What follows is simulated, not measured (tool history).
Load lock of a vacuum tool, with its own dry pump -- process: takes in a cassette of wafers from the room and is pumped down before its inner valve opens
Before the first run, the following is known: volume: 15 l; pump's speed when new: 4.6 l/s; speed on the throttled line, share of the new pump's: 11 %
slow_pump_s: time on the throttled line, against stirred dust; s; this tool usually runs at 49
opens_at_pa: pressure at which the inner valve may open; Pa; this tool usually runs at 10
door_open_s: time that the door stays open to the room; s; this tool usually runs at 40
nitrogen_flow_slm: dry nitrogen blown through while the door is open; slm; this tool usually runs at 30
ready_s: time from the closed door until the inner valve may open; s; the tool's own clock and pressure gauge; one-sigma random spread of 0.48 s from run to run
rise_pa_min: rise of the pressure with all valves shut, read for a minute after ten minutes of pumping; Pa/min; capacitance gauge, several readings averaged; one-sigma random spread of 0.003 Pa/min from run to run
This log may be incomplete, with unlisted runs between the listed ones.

run    hour  slow_pump_s  opens_at_pa  door_open_s  nitrogen_flow_slm  incoming humidity of the room's air, %  ready_s  rise_pa_min
  1     0.0           49           10           40                 30                                    45.2     72.9        0.110
  2   183.9           49           10           40                 30                                    45.7     72.6        0.111
  3   484.7           42           10           40                 30                                    46.4     67.2        0.134
  4   792.7           42           10           40                 30                                    42.6     67.1        0.139
  5  1115.9           42           10           40                 30                                    45.6     67.5        0.154
  6  1265.6           35           10           95                 30                                    44.3     61.2        0.170
  7  1575.2           35           10           35                  6                                    48.4     61.4        0.199
  8  1727.6           54           15           40                 30                                    46.4     76.7        0.181
  9  1941.2           54           15           40                 30                                    46.5     76.2        0.210
 10  2233.7           49            7          164                 30                                    46.7     75.7        0.235

Each row is a separate what-if for the run after 10, all from the same tool condition, not one after another. Results?
  A  2511.3           73            7           32                 42                                    41.9        ?            ?
  B  2511.3           49           10           32                 30                                    48.6        ?            ?
  C  2511.3           35           10           40                 30                                    43.9        ?            ?
  D  2511.3           49           17           40                 30                                    44.5        ?            ?
  E  2511.3           56            9           40                 30                                    44.9        ?            ?

run  ready_s  rise_pa_min
  A     96.9        0.239
  B     74.6        0.235
  C     62.1        0.234
  D     72.7        0.236
  E     80.4        0.240
Take away the tool's hidden state, keep each run's random variation, and the runs would have read:
run  ready_s  rise_pa_min
  A     96.3        0.016
  B     74.1        0.017
  C     61.5        0.016
  D     72.1        0.019
  E     79.8        0.023
